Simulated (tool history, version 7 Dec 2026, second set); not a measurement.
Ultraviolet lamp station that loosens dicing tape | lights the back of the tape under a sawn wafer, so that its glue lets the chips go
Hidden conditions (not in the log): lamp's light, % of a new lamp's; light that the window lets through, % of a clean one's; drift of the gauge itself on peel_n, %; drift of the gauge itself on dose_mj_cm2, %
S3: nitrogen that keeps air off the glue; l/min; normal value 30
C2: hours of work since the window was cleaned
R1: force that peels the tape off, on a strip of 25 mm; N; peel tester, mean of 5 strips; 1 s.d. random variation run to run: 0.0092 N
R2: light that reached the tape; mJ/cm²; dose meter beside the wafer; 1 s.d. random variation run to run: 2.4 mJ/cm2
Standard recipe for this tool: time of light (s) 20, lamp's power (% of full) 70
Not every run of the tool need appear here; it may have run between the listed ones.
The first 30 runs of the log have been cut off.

run 31 hour=656.5 | time_of_light_(s)=22 lamp's_power_(%_of_full)=83 S3=38 | hours_of_work_of_the_lamp=638 C2=362 | R1=0.308 R2=255
run 32 hour=678.8 | time_of_light_(s)=19 lamp's_power_(%_of_full)=82 S3=38 | hours_of_work_of_the_lamp=654 C2=378 | R1=0.411 R2=220
run 33 hour=693.1 | time_of_light_(s)=19 lamp's_power_(%_of_full)=82 S3=38 | hours_of_work_of_the_lamp=665 C2=389 | R1=0.412 R2=221
run 34 hour=720.3 | time_of_light_(s)=19 lamp's_power_(%_of_full)=82 S3=38 | hours_of_work_of_the_lamp=685 C2=409 | R1=0.418 R2=213
run 35 hour=741.2 | time_of_light_(s)=19 lamp's_power_(%_of_full)=82 S3=38 | hours_of_work_of_the_lamp=700 C2=424 | R1=0.424 R2=216
run 36 hour=763.5 | time_of_light_(s)=25 lamp's_power_(%_of_full)=64 S3=32 | hours_of_work_of_the_lamp=716 C2=440 | R1=0.477 R2=215
run 37 hour=779.1 | time_of_light_(s)=32 lamp's_power_(%_of_full)=69 S3=30 | hours_of_work_of_the_lamp=728 C2=452 | R1=0.28 R2=297
run 38 hour=795.2 | time_of_light_(s)=35 lamp's_power_(%_of_full)=70 S3=30 | hours_of_work_of_the_lamp=739 C2=463 | R1=0.252 R2=337
run 39 hour=816.9 | time_of_light_(s)=35 lamp's_power_(%_of_full)=70 S3=30 | hours_of_work_of_the_lamp=755 C2=479 | R1=0.263 R2=328
run 40 hour=846.2 | time_of_light_(s)=32 lamp's_power_(%_of_full)=70 S3=32 | hours_of_work_of_the_lamp=777 C2=501 | R1=0.272 R2=298
run 41 hour=862.4 | time_of_light_(s)=32 lamp's_power_(%_of_full)=70 S3=32 | hours_of_work_of_the_lamp=789 C2=512 | R1=0.274 R2=295
run 42 hour=878.3 | time_of_light_(s)=20 lamp's_power_(%_of_full)=70 S3=10 | hours_of_work_of_the_lamp=800 C2=524 | R1=1.632 R2=187

Alternative continuations, all from the tool just after run 42; predict every row:
run A hour=894.2 | time_of_light_(s)=20 lamp's_power_(%_of_full)=92 S3=18 | hours_of_work_of_the_lamp=812 C2=536 | R1=? R2=?
run B hour=894.2 | time_of_light_(s)=12 lamp's_power_(%_of_full)=70 S3=10 | hours_of_work_of_the_lamp=812 C2=536 | R1=? R2=?
run C hour=894.2 | time_of_light_(s)=20 lamp's_power_(%_of_full)=84 S3=34 | hours_of_work_of_the_lamp=812 C2=536 | R1=? R2=?

run=A R1=0.622 R2=240
run=B R1=3.161 R2=111
run=C R1=0.426 R2=221
The same runs, with their run-to-run variation unchanged, on a tool lacking any hidden condition would have given:
run=A R1=0.354 R2=324
run=B R1=2.247 R2=150
run=C R1=0.267 R2=297
